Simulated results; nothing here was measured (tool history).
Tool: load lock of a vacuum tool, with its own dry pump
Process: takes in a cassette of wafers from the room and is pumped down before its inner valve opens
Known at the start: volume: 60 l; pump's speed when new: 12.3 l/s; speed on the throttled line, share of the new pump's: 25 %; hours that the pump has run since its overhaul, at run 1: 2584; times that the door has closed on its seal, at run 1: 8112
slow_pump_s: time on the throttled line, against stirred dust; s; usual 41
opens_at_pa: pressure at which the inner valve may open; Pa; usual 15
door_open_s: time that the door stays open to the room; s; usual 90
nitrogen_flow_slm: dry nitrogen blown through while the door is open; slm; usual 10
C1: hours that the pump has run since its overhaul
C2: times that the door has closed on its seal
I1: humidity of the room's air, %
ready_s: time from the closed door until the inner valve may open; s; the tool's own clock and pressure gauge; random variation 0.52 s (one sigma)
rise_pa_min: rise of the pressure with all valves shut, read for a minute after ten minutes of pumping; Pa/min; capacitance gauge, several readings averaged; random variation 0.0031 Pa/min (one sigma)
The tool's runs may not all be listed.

run 1 hour=0 | slow_pump_s=41 opens_at_pa=15 door_open_s=90 nitrogen_flow_slm=10 | C1=2584 C2=8112 | I1=47.2 | ready_s=75 rise_pa_min=0.125
run 2 hour=295.7 | slow_pump_s=41 opens_at_pa=15 door_open_s=90 nitrogen_flow_slm=10 | C1=2879 C2=9041 | I1=46.9 | ready_s=74.8 rise_pa_min=0.129
run 3 hour=466.7 | slow_pump_s=72 opens_at_pa=15 door_open_s=90 nitrogen_flow_slm=10 | C1=3050 C2=9578 | I1=46.1 | ready_s=97.1 rise_pa_min=0.132
run 4 hour=616.5 | slow_pump_s=39 opens_at_pa=15 door_open_s=90 nitrogen_flow_slm=10 | C1=3200 C2=10048 | I1=43.8 | ready_s=73.1 rise_pa_min=0.133
run 5 hour=826.5 | slow_pump_s=26 opens_at_pa=15 door_open_s=90 nitrogen_flow_slm=10 | C1=3410 C2=10707 | I1=44.2 | ready_s=63.7 rise_pa_min=0.14
run 6 hour=995.1 | slow_pump_s=79 opens_at_pa=15 door_open_s=90 nitrogen_flow_slm=10 | C1=3579 C2=11237 | I1=45.3 | ready_s=103.4 rise_pa_min=0.145
run 7 hour=1197.8 | slow_pump_s=41 opens_at_pa=15 door_open_s=90 nitrogen_flow_slm=10 | C1=3781 C2=11873 | I1=45 | ready_s=75.5 rise_pa_min=0.147
run 8 hour=1437.8 | slow_pump_s=41 opens_at_pa=15 door_open_s=90 nitrogen_flow_slm=10 | C1=4021 C2=12627 | I1=39.3 | ready_s=74.9 rise_pa_min=0.142
run 9 hour=1615.7 | slow_pump_s=41 opens_at_pa=15 door_open_s=90 nitrogen_flow_slm=31 | C1=4199 C2=13185 | I1=41.6 | ready_s=74.9 rise_pa_min=0.123
run 10 hour=1805.6 | slow_pump_s=41 opens_at_pa=15 door_open_s=90 nitrogen_flow_slm=31 | C1=4389 C2=13781 | I1=44.2 | ready_s=74.8 rise_pa_min=0.132
run 11 hour=1957.7 | slow_pump_s=41 opens_at_pa=15 door_open_s=90 nitrogen_flow_slm=31 | C1=4541 C2=14259 | I1=46.5 | ready_s=75.9 rise_pa_min=0.137
run 12 hour=2147.4 | slow_pump_s=41 opens_at_pa=15 door_open_s=90 nitrogen_flow_slm=31 | C1=4731 C2=14855 | I1=43.7 | ready_s=74.3 rise_pa_min=0.139
run 13 hour=2386.8 | slow_pump_s=41 opens_at_pa=15 door_open_s=90 nitrogen_flow_slm=31 | C1=4971 C2=15606 | I1=46.8 | ready_s=75.8 rise_pa_min=0.147
run 14 hour=2610.4 | slow_pump_s=41 opens_at_pa=15 door_open_s=90 nitrogen_flow_slm=31 | C1=5194 C2=16308 | I1=46.1 | ready_s=75.9 rise_pa_min=0.159
run 15 hour=2883.8 | slow_pump_s=41 opens_at_pa=15 door_open_s=37 nitrogen_flow_slm=10 | C1=5467 C2=17167 | I1=46.1 | ready_s=75.4 rise_pa_min=0.148
run 16 hour=3124 | slow_pump_s=41 opens_at_pa=15 door_open_s=37 nitrogen_flow_slm=10 | C1=5708 C2=17921 | I1=49.9 | ready_s=74.9 rise_pa_min=0.156
run 17 hour=3374.9 | slow_pump_s=41 opens_at_pa=15 door_open_s=37 nitrogen_flow_slm=10 | C1=5959 C2=18709 | I1=46.4 | ready_s=75.3 rise_pa_min=0.154
run 18 hour=3510 | slow_pump_s=41 opens_at_pa=15 door_open_s=37 nitrogen_flow_slm=10 | C1=6094 C2=19133 | I1=44.1 | ready_s=75.9 rise_pa_min=0.16
run 19 hour=3654.5 | slow_pump_s=41 opens_at_pa=15 door_open_s=37 nitrogen_flow_slm=10 | C1=6238 C2=19587 | I1=49.3 | ready_s=76.2 rise_pa_min=0.164
run 20 hour=3836.6 | slow_pump_s=41 opens_at_pa=15 door_open_s=37 nitrogen_flow_slm=10 | C1=6420 C2=20159 | I1=45.6 | ready_s=76 rise_pa_min=0.165
run 21 hour=3960.1 | slow_pump_s=41 opens_at_pa=15 door_open_s=37 nitrogen_flow_slm=10 | C1=6544 C2=20546 | I1=44.4 | ready_s=76.8 rise_pa_min=0.172
run 22 hour=4174.6 | slow_pump_s=41 opens_at_pa=15 door_open_s=108 nitrogen_flow_slm=10 | C1=6758 C2=21220 | I1=44.1 | ready_s=76.1 rise_pa_min=0.224
run 23 hour=4310.6 | slow_pump_s=41 opens_at_pa=27 door_open_s=31 nitrogen_flow_slm=10 | C1=6894 C2=21647 | I1=46.3 | ready_s=73.8 rise_pa_min=0.176
run 24 hour=4527.4 | slow_pump_s=41 opens_at_pa=27 door_open_s=31 nitrogen_flow_slm=10 | C1=7111 C2=22327 | I1=42.2 | ready_s=73.1 rise_pa_min=0.186
run 25 hour=4682.8 | slow_pump_s=41 opens_at_pa=27 door_open_s=31 nitrogen_flow_slm=10 | C1=7266 C2=22815 | I1=46.8 | ready_s=72.1 rise_pa_min=0.196
run 26 hour=4826.6 | slow_pump_s=41 opens_at_pa=25 door_open_s=31 nitrogen_flow_slm=10 | C1=7410 C2=23267 | I1=41.2 | ready_s=72.8 rise_pa_min=0.183
run 27 hour=5107.1 | slow_pump_s=41 opens_at_pa=15 door_open_s=152 nitrogen_flow_slm=42 | C1=7691 C2=24147 | I1=45.3 | ready_s=76.5 rise_pa_min=0.237
run 28 hour=5311.4 | slow_pump_s=41 opens_at_pa=27 door_open_s=34 nitrogen_flow_slm=10 | C1=7895 C2=24789 | I1=44.5 | ready_s=73.7 rise_pa_min=0.214
run 29 hour=5523.6 | slow_pump_s=32 opens_at_pa=17 door_open_s=196 nitrogen_flow_slm=8 | C1=8107 C2=25455 | I1=43.3 | ready_s=70.1 rise_pa_min=0.334
run 30 hour=5766.5 | slow_pump_s=41 opens_at_pa=15 door_open_s=82 nitrogen_flow_slm=10 | C1=8350 C2=26218 | I1=45.2 | ready_s=77 rise_pa_min=0.267
run 31 hour=5924.6 | slow_pump_s=41 opens_at_pa=15 door_open_s=82 nitrogen_flow_slm=10 | C1=8508 C2=26714 | I1=45 | ready_s=75.7 rise_pa_min=0.272
run 32 hour=6121.5 | slow_pump_s=27 opens_at_pa=15 door_open_s=42 nitrogen_flow_slm=15 | C1=8705 C2=27333 | I1=45.8 | ready_s=66.5 rise_pa_min=0.246
run 33 hour=6396 | slow_pump_s=37 opens_at_pa=15 door_open_s=90 nitrogen_flow_slm=10 | C1=8980 C2=28195 | I1=42.6 | ready_s=74.5 rise_pa_min=0.283
run 34 hour=6612.7 | slow_pump_s=41 opens_at_pa=15 door_open_s=32 nitrogen_flow_slm=36 | C1=9196 C2=28875 | I1=43.5 | ready_s=76.5 rise_pa_min=0.243
run 35 hour=6841.3 | slow_pump_s=41 opens_at_pa=15 door_open_s=32 nitrogen_flow_slm=36 | C1=9425 C2=29593 | I1=44.3 | ready_s=77 rise_pa_min=0.249
run 36 hour=7020.4 | slow_pump_s=43 opens_at_pa=19 door_open_s=90 nitrogen_flow_slm=10 | C1=9604 C2=30155 | I1=44 | ready_s=77.2 rise_pa_min=0.308

Measured less the same run without the tool's hidden state. The same run-to-run variation is in both; the gauge's scatter may not be:
The hidden state here: pump's speed, % of a new pump's; leak at the door's seal, Pa l/s; drift of the gauge itself on ready_s, %; drift of the gauge itself on rise_pa_min, %.
run=1 ready_s=+1.1 rise_pa_min=+0.04
run=2 ready_s=+1.2 rise_pa_min=+0.045
run=3 ready_s=+1 rise_pa_min=+0.048
run=4 ready_s=+1.3 rise_pa_min=+0.05
run=5 ready_s=+1.5 rise_pa_min=+0.055
run=6 ready_s=+1 rise_pa_min=+0.058
run=7 ready_s=+1.5 rise_pa_min=+0.062
run=8 ready_s=+1.5 rise_pa_min=+0.068
run=9 ready_s=+1.6 rise_pa_min=+0.069
run=10 ready_s=+1.7 rise_pa_min=+0.074
run=11 ready_s=+1.8 rise_pa_min=+0.077
run=12 ready_s=+1.8 rise_pa_min=+0.082
run=13 ready_s=+1.9 rise_pa_min=+0.087
run=14 ready_s=+2 rise_pa_min=+0.095
run=15 ready_s=+2.1 rise_pa_min=+0.101
run=16 ready_s=+2.2 rise_pa_min=+0.107
run=17 ready_s=+2.3 rise_pa_min=+0.111
run=18 ready_s=+2.3 rise_pa_min=+0.116
run=19 ready_s=+2.4 rise_pa_min=+0.12
run=20 ready_s=+2.4 rise_pa_min=+0.126
run=21 ready_s=+2.5 rise_pa_min=+0.131
run=22 ready_s=+2.5 rise_pa_min=+0.134
run=23 ready_s=+2.4 rise_pa_min=+0.138
run=24 ready_s=+2.5 rise_pa_min=+0.147
run=25 ready_s=+2.5 rise_pa_min=+0.151
run=26 ready_s=+2.6 rise_pa_min=+0.153
run=27 ready_s=+3 rise_pa_min=+0.163
run=28 ready_s=+2.7 rise_pa_min=+0.17
run=29 ready_s=+3.3 rise_pa_min=+0.183
run=30 ready_s=+3.2 rise_pa_min=+0.187
run=31 ready_s=+3.2 rise_pa_min=+0.192
run=32 ready_s=+3.7 rise_pa_min=+0.197
run=33 ready_s=+3.6 rise_pa_min=+0.208
run=34 ready_s=+3.4 rise_pa_min=+0.216
run=35 ready_s=+3.6 rise_pa_min=+0.225
run=36 ready_s=+3.5 rise_pa_min=+0.228
